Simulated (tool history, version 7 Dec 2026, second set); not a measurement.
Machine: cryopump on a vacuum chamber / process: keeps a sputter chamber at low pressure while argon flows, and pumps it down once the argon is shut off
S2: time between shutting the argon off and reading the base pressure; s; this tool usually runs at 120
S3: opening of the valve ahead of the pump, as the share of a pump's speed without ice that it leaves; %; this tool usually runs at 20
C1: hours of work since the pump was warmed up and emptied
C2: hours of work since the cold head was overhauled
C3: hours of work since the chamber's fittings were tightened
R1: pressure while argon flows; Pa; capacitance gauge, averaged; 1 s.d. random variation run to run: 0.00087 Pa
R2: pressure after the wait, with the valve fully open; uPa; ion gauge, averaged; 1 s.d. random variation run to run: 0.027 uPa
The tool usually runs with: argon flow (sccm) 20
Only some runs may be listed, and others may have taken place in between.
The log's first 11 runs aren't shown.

{"run": 12, "hour": 152.5, "argon flow (sccm)": 17, "S2": 120, "S3": 20, "C1": 89, "C2": 89, "C3": 294, "R1": 0.1518, "R2": 1.55}
{"run": 13, "hour": 169.4, "argon flow (sccm)": 20, "S2": 252, "S3": 20, "C1": 99, "C2": 99, "C3": 304, "R1": 0.1807, "R2": 1.09}
{"run": 14, "hour": 181.9, "argon flow (sccm)": 20, "S2": 252, "S3": 20, "C1": 107, "C2": 107, "C3": 312, "R1": 0.1799, "R2": 1.16}
{"run": 15, "hour": 190.4, "argon flow (sccm)": 20, "S2": 252, "S3": 20, "C1": 112, "C2": 112, "C3": 316, "R1": 0.1805, "R2": 1.13}
{"run": 16, "hour": 209.5, "argon flow (sccm)": 20, "S2": 33, "S3": 20, "C1": 123, "C2": 123, "C3": 328, "R1": 0.1784, "R2": 3.85}
{"run": 17, "hour": 228.6, "argon flow (sccm)": 34, "S2": 120, "S3": 20, "C1": 134, "C2": 134, "C3": 339, "R1": 0.3065, "R2": 1.62}
{"run": 18, "hour": 248.1, "argon flow (sccm)": 34, "S2": 120, "S3": 20, "C1": 145, "C2": 145, "C3": 350, "R1": 0.3059, "R2": 1.63}
{"run": 19, "hour": 258.7, "argon flow (sccm)": 34, "S2": 120, "S3": 20, "C1": 152, "C2": 152, "C3": 356, "R1": 0.3036, "R2": 1.61}
{"run": 20, "hour": 278.0, "argon flow (sccm)": 20, "S2": 193, "S3": 20, "C1": 163, "C2": 163, "C3": 368, "R1": 0.1786, "R2": 1.32}
{"run": 21, "hour": 295.0, "argon flow (sccm)": 24, "S2": 193, "S3": 31, "C1": 173, "C2": 173, "C3": 378, "R1": 0.1382, "R2": 1.38}
{"run": 22, "hour": 307.7, "argon flow (sccm)": 24, "S2": 193, "S3": 31, "C1": 180, "C2": 180, "C3": 385, "R1": 0.1407, "R2": 1.34}
{"run": 23, "hour": 321.3, "argon flow (sccm)": 20, "S2": 95, "S3": 27, "C1": 188, "C2": 188, "C3": 393, "R1": 0.1338, "R2": 1.92}
{"run": 24, "hour": 333.4, "argon flow (sccm)": 12, "S2": 23, "S3": 20, "C1": 195, "C2": 195, "C3": 400, "R1": 0.1087, "R2": 5.29}
{"run": 25, "hour": 349.9, "argon flow (sccm)": 12, "S2": 23, "S3": 20, "C1": 205, "C2": 205, "C3": 410, "R1": 0.1091, "R2": 5.16}
{"run": 26, "hour": 363.5, "argon flow (sccm)": 12, "S2": 23, "S3": 20, "C1": 213, "C2": 213, "C3": 418, "R1": 0.108, "R2": 5.25}
{"run": 27, "hour": 372.6, "argon flow (sccm)": 12, "S2": 23, "S3": 20, "C1": 218, "C2": 218, "C3": 423, "R1": 0.1083, "R2": 5.32}
{"run": 28, "hour": 392.6, "argon flow (sccm)": 12, "S2": 23, "S3": 20, "C1": 230, "C2": 230, "C3": 435, "R1": 0.1087, "R2": 5.22}
{"run": 29, "hour": 408.5, "argon flow (sccm)": 9, "S2": 182, "S3": 20, "C1": 239, "C2": 239, "C3": 444, "R1": 0.0821, "R2": 1.47}
{"run": 30, "hour": 426.9, "argon flow (sccm)": 14, "S2": 141, "S3": 42, "C1": 250, "C2": 250, "C3": 455, "R1": 0.0602, "R2": 1.63}
{"run": 31, "hour": 443.7, "argon flow (sccm)": 14, "S2": 20, "S3": 40, "C1": 260, "C2": 260, "C3": 465, "R1": 0.0629, "R2": 6}
{"run": 32, "hour": 456.3, "argon flow (sccm)": 14, "S2": 20, "S3": 40, "C1": 267, "C2": 267, "C3": 472, "R1": 0.0642, "R2": 6.23}
{"run": 33, "hour": 476.4, "argon flow (sccm)": 14, "S2": 20, "S3": 40, "C1": 279, "C2": 279, "C3": 484, "R1": 0.0637, "R2": 6.07}
{"run": 34, "hour": 486.7, "argon flow (sccm)": 14, "S2": 20, "S3": 40, "C1": 285, "C2": 285, "C3": 490, "R1": 0.0643, "R2": 6.04}

What if the next run were any one of these 4? Each begins from the tool's condition after run 34:
{"run": "A", "hour": 502.7, "argon flow (sccm)": 20, "S2": 120, "S3": 17, "C1": 294, "C2": 294, "C3": 499, "R1": "?", "R2": "?"}
{"run": "B", "hour": 502.7, "argon flow (sccm)": 30, "S2": 76, "S3": 48, "C1": 294, "C2": 294, "C3": 499, "R1": "?", "R2": "?"}
{"run": "C", "hour": 502.7, "argon flow (sccm)": 15, "S2": 20, "S3": 40, "C1": 294, "C2": 294, "C3": 499, "R1": "?", "R2": "?"}
{"run": "D", "hour": 502.7, "argon flow (sccm)": 12, "S2": 218, "S3": 37, "C1": 294, "C2": 294, "C3": 499, "R1": "?", "R2": "?"}

run=A R1=0.2107 R2=1.86
run=B R1=0.1143 R2=2.35
run=C R1=0.0695 R2=6.1
run=D R1=0.0593 R2=1.48
The same runs, with their run-to-run variation unchanged, on a tool lacking any hidden condition would have given:
run=A R1=0.2088 R2=1.18
run=B R1=0.1114 R2=1.68
run=C R1=0.068 R2=5.44
run=D R1=0.0581 R2=0.81
